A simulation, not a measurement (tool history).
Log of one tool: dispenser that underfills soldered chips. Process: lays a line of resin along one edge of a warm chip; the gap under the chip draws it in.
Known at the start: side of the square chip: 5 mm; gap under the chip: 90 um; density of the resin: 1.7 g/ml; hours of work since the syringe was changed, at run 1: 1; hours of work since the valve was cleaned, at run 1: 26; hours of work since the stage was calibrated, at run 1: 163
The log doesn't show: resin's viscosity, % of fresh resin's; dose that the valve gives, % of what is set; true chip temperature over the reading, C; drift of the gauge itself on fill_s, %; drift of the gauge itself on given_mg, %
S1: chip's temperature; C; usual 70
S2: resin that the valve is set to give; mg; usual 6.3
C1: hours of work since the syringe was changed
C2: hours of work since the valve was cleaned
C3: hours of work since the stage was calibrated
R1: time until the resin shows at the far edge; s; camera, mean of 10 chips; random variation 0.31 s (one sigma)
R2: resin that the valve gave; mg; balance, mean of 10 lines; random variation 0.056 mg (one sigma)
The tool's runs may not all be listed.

run,hour,S1,S2,C1,C2,C3,R1,R2
1,0,70,6.3,1,26,163,9.2,6.13
# hour 5.6: new syringe of resin
2,5.6,70,6.3,0,30,167,8.4,6.19
3,10.7,70,6.3,4,34,171,10.9,5.99
# hour 12.6: new syringe of resin
4,15.4,70,6.3,2,38,175,9.8,6.13
5,18.9,70,6.3,5,40,177,12,6.01
# hour 19.7: new syringe of resin
6,22.2,70,6.3,2,43,180,9.5,5.95
7,26.2,77,6.3,5,46,183,9.1,5.99
# hour 27: new syringe of resin
8,31.7,77,6.3,4,50,187,7.7,5.98
# hour 34: new syringe of resin
9,35.7,80,6.3,1,53,190,5.4,5.95
# hour 41: new syringe of resin
10,41.1,83,6.3,0,57,194,3.7,5.9
11,45,61,6.3,3,60,197,17.6,6
# hour 48.3: new syringe of resin
12,49.9,61,6.3,1,64,201,15.4,6.01
# hour 55.3: new syringe of resin
13,56,61,6.3,1,68,205,14.6,5.88
14,59.1,79,6.3,3,70,207,6.4,5.92
# hour 62.4: new syringe of resin
15,63.4,79,6.3,1,74,211,5.1,5.88
16,69,79,7.33,5,78,215,8,6.77
# hour 69.7: new syringe of resin
17,73,70,6.3,3,81,218,10.7,5.87
# hour 76.8: new syringe of resin
18,77.8,70,6.3,1,85,222,8.7,5.76
19,81.6,70,6.3,4,87,225,11.8,5.7
# hour 84: new syringe of resin
20,85.6,70,6.3,1,90,227,9.1,5.81
21,90.3,70,6.3,5,94,231,12.1,5.78
# hour 91.1: new syringe of resin
22,93.6,70,6.3,2,97,234,9.9,5.71
# hour 98.2: new syringe of resin
23,99.8,78,8.06,1,101,238,5.6,7.38
24,104.7,64,8.05,5,105,242,17.8,7.34
# hour 105.6: new syringe of resin
25,109.7,77,6.88,3,109,246,7.5,6.13
# hour 112.6: new syringe of resin
26,113.5,70,7.71,1,111,248,8,6.9
27,116.1,57,8.09,3,114,251,21.2,7.18
# hour 119.9: new syringe of resin
28,121.4,55,7.2,1,117,254,20.6,6.37
# hour 126.9: new syringe of resin
29,127,55,7.2,0,122,259,18,6.48
30,129.4,59,6.56,2,124,261,17.6,5.84
# hour 133.9: new syringe of resin
31,133.9,59,6.56,0,127,264,14.7,5.77
32,139.8,65,5.97,5,132,269,16.1,5.25
# hour 141.2: new syringe of resin
33,144,61,7.03,2,135,272,15.7,6.09
# hour 148.4: new syringe of resin
34,149.1,74,6.89,1,138,275,6.8,5.95
35,151.9,67,6.3,3,141,278,12.5,5.43
# hour 155.6: new syringe of resin
36,156.5,71,8.16,1,144,281,7.3,7.06

Some steps in R1 between neighbouring runs. How much of each would the tool show without its hidden state too (settings, what came in, random variation), and how much is left for the hidden state, with any gauge scatter that isn't in both results?
Run 10 -> 11: S1 83 -> 61. R1 +13.9 s: hidden state +3.7, all else +10.2.
Run 23 -> 24: S1 78 -> 64, S2 8.06 -> 8.05. R1 +12.2 s: hidden state +5.4, all else +6.8.
Run 24 -> 25: S1 64 -> 77, S2 8.05 -> 6.88, new syringe of resin. R1 -10.3 s: hidden state -4.3, all else -6.
Run 26 -> 27: S1 70 -> 57, S2 7.71 -> 8.09. R1 +13.2 s: hidden state +3.4, all else +9.8.
Run 31 -> 32: S1 59 -> 65, S2 6.56 -> 5.97. R1 +1.4 s: hidden state +5.8, all else -4.4.
